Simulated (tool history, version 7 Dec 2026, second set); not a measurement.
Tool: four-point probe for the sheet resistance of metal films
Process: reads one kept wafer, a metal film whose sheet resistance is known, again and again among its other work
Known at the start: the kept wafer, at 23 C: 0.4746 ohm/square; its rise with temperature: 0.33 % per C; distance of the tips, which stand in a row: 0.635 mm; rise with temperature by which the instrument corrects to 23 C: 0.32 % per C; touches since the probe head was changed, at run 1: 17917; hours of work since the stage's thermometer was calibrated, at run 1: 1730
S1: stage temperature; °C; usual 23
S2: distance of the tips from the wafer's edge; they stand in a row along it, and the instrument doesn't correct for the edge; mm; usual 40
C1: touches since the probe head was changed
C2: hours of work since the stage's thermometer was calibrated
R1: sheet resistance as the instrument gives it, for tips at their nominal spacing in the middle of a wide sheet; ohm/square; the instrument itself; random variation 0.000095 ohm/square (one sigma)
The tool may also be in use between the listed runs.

run 1 hour=0 | S1=23 S2=40 | C1=17917 C2=1730 | R1=0.475597
run 2 hour=29.4 | S1=23 S2=21 | C1=18959 C2=1747 | R1=0.475836
run 3 hour=66.8 | S1=23 S2=4 | C1=20286 C2=1769 | R1=0.481897
run 4 hour=101 | S1=29 S2=40 | C1=21501 C2=1789 | R1=0.476016
run 5 hour=119.9 | S1=23 S2=40 | C1=22172 C2=1800 | R1=0.475585
run 6 hour=158.9 | S1=23 S2=40 | C1=23556 C2=1822 | R1=0.475754
run 7 hour=189.2 | S1=23 S2=3 | C1=24630 C2=1840 | R1=0.487075
run 8 hour=205.7 | S1=23 S2=40 | C1=25216 C2=1849 | R1=0.475791
run 9 hour=229.9 | S1=28 S2=40 | C1=26074 C2=1863 | R1=0.476191
-- hour=232.9 stage's thermometer calibrated
run 10 hour=248 | S1=23 S2=70 | C1=26697 C2=9 | R1=0.475653
run 11 hour=272.2 | S1=20 S2=40 | C1=27558 C2=23 | R1=0.475491
run 12 hour=298.8 | S1=20 S2=40 | C1=28500 C2=38 | R1=0.475552
run 13 hour=330.2 | S1=20 S2=40 | C1=29615 C2=56 | R1=0.475517
run 14 hour=367.5 | S1=20 S2=40 | C1=30938 C2=78 | R1=0.475708
-- hour=374.7 stage's thermometer calibrated, once more
run 15 hour=400.8 | S1=20 S2=40 | C1=32100 C2=15 | R1=0.476248
run 16 hour=424.9 | S1=28 S2=10 | C1=32956 C2=29 | R1=0.477887
run 17 hour=451.8 | S1=28 S2=10 | C1=33912 C2=45 | R1=0.477971
run 18 hour=488.6 | S1=28 S2=10 | C1=35217 C2=66 | R1=0.477822
run 19 hour=508.8 | S1=30 S2=31 | C1=35935 C2=78 | R1=0.47715
run 20 hour=526.4 | S1=30 S2=31 | C1=36558 C2=88 | R1=0.477179
run 21 hour=549.7 | S1=33 S2=4 | C1=37384 C2=101 | R1=0.483547
run 22 hour=581.3 | S1=33 S2=4 | C1=38507 C2=119 | R1=0.48351
run 23 hour=602.7 | S1=34 S2=69 | C1=39264 C2=132 | R1=0.476939
run 24 hour=621.6 | S1=31 S2=20 | C1=39934 C2=143 | R1=0.477273
run 25 hour=646.7 | S1=23 S2=5 | C1=40827 C2=157 | R1=0.480702
run 26 hour=663.9 | S1=30 S2=6 | C1=41435 C2=167 | R1=0.479954
run 27 hour=691.2 | S1=18 S2=16 | C1=42405 C2=183 | R1=0.476795
run 28 hour=727.2 | S1=18 S2=16 | C1=43681 C2=204 | R1=0.476616

5 ways to go on from here, each from the tool as it stands after run 28. What would each give?
run A hour=753 | S1=21 S2=22 | C1=44599 C2=219 | R1=?
run B hour=753 | S1=32 S2=40 | C1=44599 C2=219 | R1=?
run C hour=753 | S1=30 S2=16 | C1=44599 C2=219 | R1=?
run D hour=753 | S1=20 S2=10 | C1=44599 C2=219 | R1=?
run E hour=753 | S1=23 S2=11 | C1=44599 C2=219 | R1=?

run=A R1=0.476882
run=B R1=0.477134
run=C R1=0.477579
run=D R1=0.477798
run=E R1=0.4776
Without the tool's hidden state the same runs would have given:
run=A R1=0.474716
run=B R1=0.474964
run=C R1=0.475408
run=D R1=0.475629
run=E R1=0.475431

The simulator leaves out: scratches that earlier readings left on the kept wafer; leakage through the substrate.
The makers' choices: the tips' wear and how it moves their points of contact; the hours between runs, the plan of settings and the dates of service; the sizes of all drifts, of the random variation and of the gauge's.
